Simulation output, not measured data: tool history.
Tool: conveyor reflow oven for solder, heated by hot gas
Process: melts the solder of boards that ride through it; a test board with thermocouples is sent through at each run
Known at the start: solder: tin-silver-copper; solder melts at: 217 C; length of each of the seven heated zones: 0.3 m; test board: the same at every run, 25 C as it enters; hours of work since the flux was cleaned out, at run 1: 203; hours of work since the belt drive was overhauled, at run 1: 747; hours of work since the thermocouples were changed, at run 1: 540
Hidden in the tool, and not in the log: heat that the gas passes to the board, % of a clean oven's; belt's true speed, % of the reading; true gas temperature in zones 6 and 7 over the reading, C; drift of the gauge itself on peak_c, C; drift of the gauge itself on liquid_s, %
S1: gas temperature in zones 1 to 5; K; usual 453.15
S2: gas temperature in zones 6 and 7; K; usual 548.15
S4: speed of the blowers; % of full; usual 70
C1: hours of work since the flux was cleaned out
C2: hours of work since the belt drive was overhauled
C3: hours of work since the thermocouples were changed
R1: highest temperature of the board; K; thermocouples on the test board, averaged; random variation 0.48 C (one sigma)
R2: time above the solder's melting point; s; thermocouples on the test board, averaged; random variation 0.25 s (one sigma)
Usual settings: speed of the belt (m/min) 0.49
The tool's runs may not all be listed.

Run 1, hour 0: usual settings; C1 203; C2 747; C3 540. Result: R1 533.75 K, R2 62.7 s.
Run 2, hour 27.6: usual settings; C1 220; C2 765; C3 557. Result: R1 534.05 K, R2 62.8 s.
Run 3, hour 67: usual settings; C1 245; C2 789; C3 582. Result: R1 532.75 K, R2 62.3 s.
Run 4, hour 93.1: usual settings; C1 261; C2 806; C3 598. Result: R1 533.35 K, R2 62.1 s.
Run 5, hour 128.3: usual settings but S2 554.15 K; C1 283; C2 828; C3 620. Result: R1 539.25 K, R2 65.4 s.
Run 6, hour 144.7: usual settings but S2 563.15 K; C1 293; C2 838; C3 630. Result: R1 546.55 K, R2 69.6 s.
Run 7, hour 177.8: usual settings but S1 458.15 K; C1 314; C2 859; C3 651. Result: R1 533.65 K, R2 65.1 s.
Run 8, hour 216.9: usual settings but S4 68 % of full; C1 339; C2 883; C3 676. Result: R1 532.35 K, R2 62.5 s.
Run 9, hour 234.4: usual settings but S4 68 % of full; C1 350; C2 894; C3 687. Result: R1 533.15 K, R2 62 s.
Run 10, hour 251: usual settings but S2 563.15 K; C1 360; C2 905; C3 697. Result: R1 546.35 K, R2 69.2 s.
Run 11, hour 283.7: usual settings but S2 563.15 K; C1 381; C2 925; C3 717. Result: R1 545.45 K, R2 68.6 s.
Run 12, hour 320.8: usual settings but S2 563.15 K; C1 404; C2 948; C3 741. Result: R1 546.45 K, R2 69 s.
At hour 335.1: belt drive overhauled, speed set with a stopwatch.
Run 13, hour 343: usual settings but S2 563.15 K; C1 415; C2 5; C3 752. Result: R1 545.75 K, R2 68.4 s.
Run 14, hour 367.7: usual settings; C1 431; C2 20; C3 768. Result: R1 532.65 K, R2 61.1 s.
Run 15, hour 387.4: usual settings; C1 443; C2 33; C3 780. Result: R1 532.85 K, R2 60.9 s.

The next listed run, before its measurement:
Run 16, hour 406.8: usual settings but S1 440.15 K, speed of the belt (m/min) 0.562, S4 67 % of full; C1 455; C2 45; C3 792. Result: R1 ?, R2 ?.

Run 16 gave R1 522.35 K, R2 42.3 s.
Without the tool's hidden state the same run would have given R1 523.65 K, R2 43.8 s.

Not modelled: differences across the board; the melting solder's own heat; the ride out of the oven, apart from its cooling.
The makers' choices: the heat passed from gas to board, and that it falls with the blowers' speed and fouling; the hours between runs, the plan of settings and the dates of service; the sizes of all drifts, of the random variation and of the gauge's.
